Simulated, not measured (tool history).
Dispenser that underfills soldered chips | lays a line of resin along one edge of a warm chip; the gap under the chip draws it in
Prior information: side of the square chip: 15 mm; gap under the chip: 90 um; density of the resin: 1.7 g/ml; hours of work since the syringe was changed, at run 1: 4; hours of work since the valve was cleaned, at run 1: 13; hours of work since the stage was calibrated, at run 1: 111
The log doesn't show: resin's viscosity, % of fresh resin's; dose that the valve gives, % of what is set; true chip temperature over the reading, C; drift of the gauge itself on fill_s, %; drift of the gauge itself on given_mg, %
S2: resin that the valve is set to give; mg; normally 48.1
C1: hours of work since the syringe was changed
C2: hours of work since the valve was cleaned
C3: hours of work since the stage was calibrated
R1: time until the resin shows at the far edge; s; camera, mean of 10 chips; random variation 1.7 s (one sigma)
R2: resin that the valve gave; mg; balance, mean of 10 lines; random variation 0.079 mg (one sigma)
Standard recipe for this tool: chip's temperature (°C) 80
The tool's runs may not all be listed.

Run 1, hour 0: usual settings; C1 4; C2 13; C3 111. Result: R1 206.8 s, R2 47.75 mg.
Run 2, hour 2.8: usual settings; C1 5; C2 15; C3 113. Result: R1 224.4 s, R2 47.78 mg.
Run 3, hour 4.8: usual settings; C1 7; C2 16; C3 114. Result: R1 242.6 s, R2 47.7 mg.
Run 4, hour 8.7: usual settings but S2 58.5 mg; C1 9; C2 18; C3 117. Result: R1 267.4 s, R2 57.93 mg.
At hour 9.6: new syringe of resin.
Run 5, hour 11: usual settings but S2 58.5 mg; C1 1; C2 19; C3 118. Result: R1 172 s, R2 57.74 mg.
Run 6, hour 15.4: usual settings but S2 58.5 mg; C1 4; C2 22; C3 121. Result: R1 203.6 s, R2 57.97 mg.
Run 7, hour 17.4: usual settings but S2 52.6 mg; C1 5; C2 23; C3 122. Result: R1 217 s, R2 51.98 mg.
Run 8, hour 19.7: usual settings but S2 52.6 mg; C1 6; C2 25; C3 123. Result: R1 236 s, R2 51.99 mg.

What will run 9 give?
Run 9, hour 22.4: usual settings but S2 52.6 mg; C1 8; C2 26; C3 125. Result: R1 ?, R2 ?.

{"run 9": {"R1": 261.5, "R2": 51.83}}
If the tool had no hidden condition, the same run with the same run-to-run variation would have returned R1 162.3 s, R2 52.5 mg.

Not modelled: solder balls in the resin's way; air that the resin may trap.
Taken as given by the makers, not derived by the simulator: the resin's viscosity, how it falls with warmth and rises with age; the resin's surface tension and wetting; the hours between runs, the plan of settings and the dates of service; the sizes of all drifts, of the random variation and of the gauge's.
